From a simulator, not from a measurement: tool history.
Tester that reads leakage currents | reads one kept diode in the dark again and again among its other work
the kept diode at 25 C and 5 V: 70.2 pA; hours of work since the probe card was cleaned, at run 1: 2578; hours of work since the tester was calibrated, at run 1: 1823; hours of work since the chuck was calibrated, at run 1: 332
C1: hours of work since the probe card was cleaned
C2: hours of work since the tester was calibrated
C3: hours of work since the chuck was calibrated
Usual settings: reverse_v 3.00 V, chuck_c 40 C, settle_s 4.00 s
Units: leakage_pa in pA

run 1 day=0.000 | reverse_v=3.00 chuck_c=40 settle_s=4.00 | C1=2578 C2=1823 C3=332 | leakage_pa=199.07
run 2 day=9.462 | reverse_v=3.00 chuck_c=40 settle_s=1.06 | C1=2758 C2=2003 C3=512 | leakage_pa=202.21
-- day=19.517 probe card cleaned and baked
run 3 day=20.138 | reverse_v=3.00 chuck_c=40 settle_s=4.00 | C1=12 C2=2204 C3=712 | leakage_pa=207.45
run 4 day=30.671 | reverse_v=3.00 chuck_c=40 settle_s=4.00 | C1=212 C2=2404 C3=913 | leakage_pa=212.95
-- day=35.738 chuck's temperature calibrated
run 5 day=36.154 | reverse_v=3.00 chuck_c=40 settle_s=4.00 | C1=315 C2=2507 C3=8 | leakage_pa=194.60
-- day=37.888 probe card cleaned and baked, once more
run 6 day=45.242 | reverse_v=3.00 chuck_c=57 settle_s=4.00 | C1=140 C2=2677 C3=178 | leakage_pa=615.84
run 7 day=52.367 | reverse_v=3.00 chuck_c=57 settle_s=4.00 | C1=275 C2=2812 C3=314 | leakage_pa=619.85
run 8 day=58.604 | reverse_v=3.00 chuck_c=57 settle_s=4.00 | C1=394 C2=2931 C3=432 | leakage_pa=631.51
run 9 day=67.800 | reverse_v=3.00 chuck_c=40 settle_s=0.50 | C1=569 C2=3106 C3=607 | leakage_pa=203.50
run 10 day=73.579 | reverse_v=3.00 chuck_c=40 settle_s=0.50 | C1=679 C2=3216 C3=717 | leakage_pa=207.15
run 11 day=81.258 | reverse_v=14.94 chuck_c=40 settle_s=4.00 | C1=825 C2=3362 C3=863 | leakage_pa=341.38
run 12 day=88.279 | reverse_v=14.94 chuck_c=40 settle_s=4.00 | C1=958 C2=3495 C3=997 | leakage_pa=349.00
-- day=89.162 chuck's temperature calibrated
run 13 day=98.329 | reverse_v=14.94 chuck_c=40 settle_s=4.00 | C1=1148 C2=3685 C3=174 | leakage_pa=323.42
run 14 day=106.554 | reverse_v=3.00 chuck_c=24 settle_s=4.00 | C1=1304 C2=3841 C3=331 | leakage_pa=60.19
run 15 day=116.338 | reverse_v=3.00 chuck_c=21 settle_s=4.00 | C1=1490 C2=4027 C3=517 | leakage_pa=49.23
run 16 day=121.212 | reverse_v=3.00 chuck_c=21 settle_s=4.00 | C1=1583 C2=4120 C3=609 | leakage_pa=49.83
run 17 day=128.254 | reverse_v=3.00 chuck_c=40 settle_s=4.00 | C1=1717 C2=4254 C3=743 | leakage_pa=208.63
run 18 day=137.658 | reverse_v=3.00 chuck_c=40 settle_s=4.00 | C1=1895 C2=4433 C3=922 | leakage_pa=213.63
-- day=142.575 chuck's temperature calibrated
run 19 day=144.242 | reverse_v=3.00 chuck_c=40 settle_s=4.00 | C1=2019 C2=4556 C3=32 | leakage_pa=194.78
run 20 day=149.058 | reverse_v=3.00 chuck_c=40 settle_s=4.00 | C1=2111 C2=4648 C3=123 | leakage_pa=197.85
run 21 day=153.671 | reverse_v=8.37 chuck_c=45 settle_s=2.87 | C1=2198 C2=4735 C3=211 | leakage_pa=389.26
-- day=154.304 tester calibrated
run 22 day=162.829 | reverse_v=2.47 chuck_c=34 settle_s=0.79 | C1=2371 C2=162 C3=384 | leakage_pa=123.21
run 23 day=169.117 | reverse_v=19.15 chuck_c=27 settle_s=4.52 | C1=2490 C2=282 C3=503 | leakage_pa=149.82
run 24 day=179.858 | reverse_v=19.15 chuck_c=27 settle_s=4.52 | C1=2695 C2=486 C3=707 | leakage_pa=153.74
run 25 day=189.738 | reverse_v=19.15 chuck_c=27 settle_s=4.52 | C1=2882 C2=674 C3=895 | leakage_pa=158.68
-- day=193.188 probe card cleaned and baked
-- day=196.512 chuck's temperature calibrated
run 26 day=199.846 | reverse_v=1.17 chuck_c=27 settle_s=4.52 | C1=125 C2=862 C3=63 | leakage_pa=53.83
run 27 day=205.783 | reverse_v=3.94 chuck_c=27 settle_s=1.24 | C1=238 C2=975 C3=176 | leakage_pa=79.78
run 28 day=212.596 | reverse_v=4.02 chuck_c=25 settle_s=3.23 | C1=367 C2=1104 C3=306 | leakage_pa=69.29
run 29 day=218.542 | reverse_v=4.02 chuck_c=25 settle_s=3.23 | C1=480 C2=1217 C3=419 | leakage_pa=70.19
run 30 day=225.646 | reverse_v=3.00 chuck_c=27 settle_s=4.00 | C1=616 C2=1353 C3=554 | leakage_pa=76.90
run 31 day=231.692 | reverse_v=3.00 chuck_c=42 settle_s=6.42 | C1=730 C2=1467 C3=669 | leakage_pa=234.00
run 32 day=239.425 | reverse_v=13.79 chuck_c=47 settle_s=6.42 | C1=878 C2=1615 C3=816 | leakage_pa=538.20
run 33 day=248.908 | reverse_v=2.18 chuck_c=21 settle_s=1.99 | C1=1058 C2=1795 C3=996 | leakage_pa=45.85
-- day=249.512 chuck's temperature calibrated
run 34 day=257.246 | reverse_v=2.18 chuck_c=37 settle_s=0.59 | C1=1215 C2=1952 C3=147 | leakage_pa=143.07
run 35 day=263.708 | reverse_v=2.18 chuck_c=37 settle_s=0.59 | C1=1338 C2=2075 C3=270 | leakage_pa=144.89
run 36 day=273.096 | reverse_v=2.18 chuck_c=28 settle_s=0.51 | C1=1516 C2=2253 C3=448 | leakage_pa=76.44
run 37 day=279.642 | reverse_v=3.00 chuck_c=40 settle_s=6.23 | C1=1641 C2=2378 C3=573 | leakage_pa=204.27
run 38 day=286.358 | reverse_v=3.00 chuck_c=40 settle_s=6.23 | C1=1768 C2=2505 C3=701 | leakage_pa=207.17
run 39 day=293.158 | reverse_v=16.45 chuck_c=39 settle_s=1.21 | C1=1898 C2=2635 C3=830 | leakage_pa=337.10

3 ways to go on from here, each from the tool as it stands after run 39. What would each give?
run A day=299.354 | reverse_v=16.45 chuck_c=25 settle_s=0.38 | C1=2015 C2=2752 C3=948 | leakage_pa=?
run B day=299.354 | reverse_v=16.45 chuck_c=39 settle_s=0.46 | C1=2015 C2=2752 C3=948 | leakage_pa=?
run C day=299.354 | reverse_v=11.11 chuck_c=40 settle_s=4.00 | C1=2015 C2=2752 C3=948 | leakage_pa=?

run=A leakage_pa=140.26
run=B leakage_pa=348.17
run=C leakage_pa=322.64
Without the tool's hidden state the same runs would have given:
run=A leakage_pa=115.23
run=B leakage_pa=300.78
run=C leakage_pa=280.25

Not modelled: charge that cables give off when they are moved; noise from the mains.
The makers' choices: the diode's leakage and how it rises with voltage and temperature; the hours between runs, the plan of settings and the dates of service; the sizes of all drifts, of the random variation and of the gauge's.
